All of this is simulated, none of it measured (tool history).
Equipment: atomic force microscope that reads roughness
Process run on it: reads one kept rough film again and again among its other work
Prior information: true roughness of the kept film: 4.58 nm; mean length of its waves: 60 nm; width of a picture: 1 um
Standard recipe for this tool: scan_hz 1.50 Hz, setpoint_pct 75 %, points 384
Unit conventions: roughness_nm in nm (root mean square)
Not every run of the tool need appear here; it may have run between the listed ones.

Run 1, hour 0.0: usual settings. Result: roughness_nm 4.157 nm (root mean square).
Run 2, hour 12.0: usual settings. Result: roughness_nm 4.112 nm (root mean square).
Run 3, hour 18.5: usual settings. Result: roughness_nm 4.099 nm (root mean square).
Run 4, hour 24.9: usual settings. Result: roughness_nm 4.098 nm (root mean square).
Run 5, hour 35.2: usual settings. Result: roughness_nm 4.035 nm (root mean square).
Run 6, hour 42.4: usual settings. Result: roughness_nm 4.053 nm (root mean square).
Run 7, hour 48.8: usual settings. Result: roughness_nm 3.989 nm (root mean square).
Run 8, hour 61.0: usual settings. Result: roughness_nm 3.983 nm (root mean square).
Run 9, hour 73.1: usual settings. Result: roughness_nm 3.945 nm (root mean square).
Run 10, hour 78.8: usual settings. Result: roughness_nm 3.932 nm (root mean square).
Run 11, hour 84.3: usual settings. Result: roughness_nm 3.895 nm (root mean square).
At hour 95.1: new tip fitted.
Run 12, hour 95.4: usual settings. Result: roughness_nm 4.214 nm (root mean square).
Run 13, hour 101.8: usual settings but points 496. Result: roughness_nm 4.214 nm (root mean square).
Run 14, hour 112.7: usual settings but points 496. Result: roughness_nm 4.159 nm (root mean square).
Run 15, hour 123.7: usual settings but setpoint_pct 67 %. Result: roughness_nm 4.178 nm (root mean square).
Run 16, hour 133.9: usual settings. Result: roughness_nm 4.115 nm (root mean square).
Run 17, hour 145.3: usual settings. Result: roughness_nm 4.037 nm (root mean square).
Run 18, hour 152.9: usual settings. Result: roughness_nm 4.061 nm (root mean square).
Run 19, hour 160.6: usual settings. Result: roughness_nm 4.045 nm (root mean square).
Run 20, hour 166.9: usual settings but points 870. Result: roughness_nm 3.999 nm (root mean square).
Run 21, hour 172.8: usual settings but points 870. Result: roughness_nm 3.981 nm (root mean square).
Run 22, hour 182.7: usual settings but points 870. Result: roughness_nm 3.988 nm (root mean square).
Run 23, hour 193.9: usual settings but points 870. Result: roughness_nm 3.947 nm (root mean square).
Run 24, hour 202.6: usual settings but points 870. Result: roughness_nm 3.913 nm (root mean square).
At hour 204.1: new tip fitted.
Run 25, hour 209.1: usual settings but points 870. Result: roughness_nm 4.241 nm (root mean square).
Run 26, hour 215.6: usual settings but points 870. Result: roughness_nm 4.203 nm (root mean square).
Run 27, hour 223.7: usual settings but points 870. Result: roughness_nm 4.164 nm (root mean square).
Run 28, hour 229.1: usual settings but points 850. Result: roughness_nm 4.138 nm (root mean square).
Run 29, hour 236.0: usual settings but setpoint_pct 56 %, points 729. Result: roughness_nm 4.235 nm (root mean square).
Run 30, hour 243.0: usual settings but scan_hz 0.72 Hz, setpoint_pct 69 %, points 394. Result: roughness_nm 4.183 nm (root mean square).
Run 31, hour 252.6: usual settings but scan_hz 0.72 Hz, setpoint_pct 69 %, points 394. Result: roughness_nm 4.189 nm (root mean square).
Run 32, hour 264.0: usual settings but scan_hz 1.90 Hz, points 432. Result: roughness_nm 4.027 nm (root mean square).
Run 33, hour 275.1: usual settings but scan_hz 1.05 Hz, setpoint_pct 78 %, points 507. Result: roughness_nm 4.031 nm (root mean square).
Run 34, hour 287.2: usual settings but scan_hz 1.24 Hz. Result: roughness_nm 4.004 nm (root mean square).
Run 35, hour 296.5: usual settings but scan_hz 2.75 Hz, setpoint_pct 65 %. Result: roughness_nm 3.979 nm (root mean square).
Run 36, hour 302.5: usual settings but scan_hz 2.75 Hz, setpoint_pct 65 %. Result: roughness_nm 3.907 nm (root mean square).
Run 37, hour 309.2: usual settings. Result: roughness_nm 3.953 nm (root mean square).
At hour 312.8: new tip fitted.
Run 38, hour 315.0: usual settings but setpoint_pct 89 %. Result: roughness_nm 4.074 nm (root mean square).
Run 39, hour 323.2: usual settings but points 720. Result: roughness_nm 4.227 nm (root mean square).
Run 40, hour 331.4: usual settings but points 720. Result: roughness_nm 4.142 nm (root mean square).
Run 41, hour 341.5: usual settings but setpoint_pct 57 %, points 720. Result: roughness_nm 4.239 nm (root mean square).
Run 42, hour 353.0: usual settings but setpoint_pct 89 %, points 914. Result: roughness_nm 3.979 nm (root mean square).
Run 43, hour 364.5: usual settings but points 400. Result: roughness_nm 4.078 nm (root mean square).
Run 44, hour 372.7: usual settings but points 662. Result: roughness_nm 4.025 nm (root mean square).
Run 45, hour 382.0: usual settings but scan_hz 1.83 Hz, setpoint_pct 70 %. Result: roughness_nm 4.059 nm (root mean square).
Run 46, hour 390.7: usual settings but setpoint_pct 74 %, points 736. Result: roughness_nm 4.023 nm (root mean square).
Run 47, hour 395.6: usual settings but setpoint_pct 74 %, points 736. Result: roughness_nm 4.015 nm (root mean square).
Run 48, hour 403.6: usual settings but scan_hz 3.71 Hz, setpoint_pct 57 %. Result: roughness_nm 3.996 nm (root mean square).
Run 49, hour 415.1: usual settings but scan_hz 1.27 Hz, setpoint_pct 85 %, points 287. Result: roughness_nm 3.853 nm (root mean square).
At hour 421.6: new tip fitted.
Run 50, hour 427.3: usual settings but scan_hz 2.12 Hz, setpoint_pct 61 %, points 709. Result: roughness_nm 4.270 nm (root mean square).
Run 51, hour 436.0: usual settings but setpoint_pct 83 %, points 1008. Result: roughness_nm 4.171 nm (root mean square).
Run 52, hour 446.4: usual settings but scan_hz 0.93 Hz, setpoint_pct 63 %, points 769. Result: roughness_nm 4.273 nm (root mean square).
Run 53, hour 453.6: usual settings but scan_hz 0.64 Hz, setpoint_pct 62 %, points 958. Result: roughness_nm 4.221 nm (root mean square).

What if the next run were any one of these 3? Each begins from the tool's condition after run 53:
Run A, hour 465.2: usual settings but scan_hz 2.59 Hz. Result: roughness_nm ?.
Run B, hour 465.2: usual settings but scan_hz 1.07 Hz, setpoint_pct 62 %, points 717. Result: roughness_nm ?.
Run C, hour 465.2: usual settings but scan_hz 1.61 Hz, setpoint_pct 70 %, points 282. Result: roughness_nm ?.

run  roughness_nm
  A         4.019
  B         4.206
  C         4.141
With no hidden state in the tool, these same runs would have given:
run  roughness_nm
  A         4.137
  B         4.329
  C         4.262
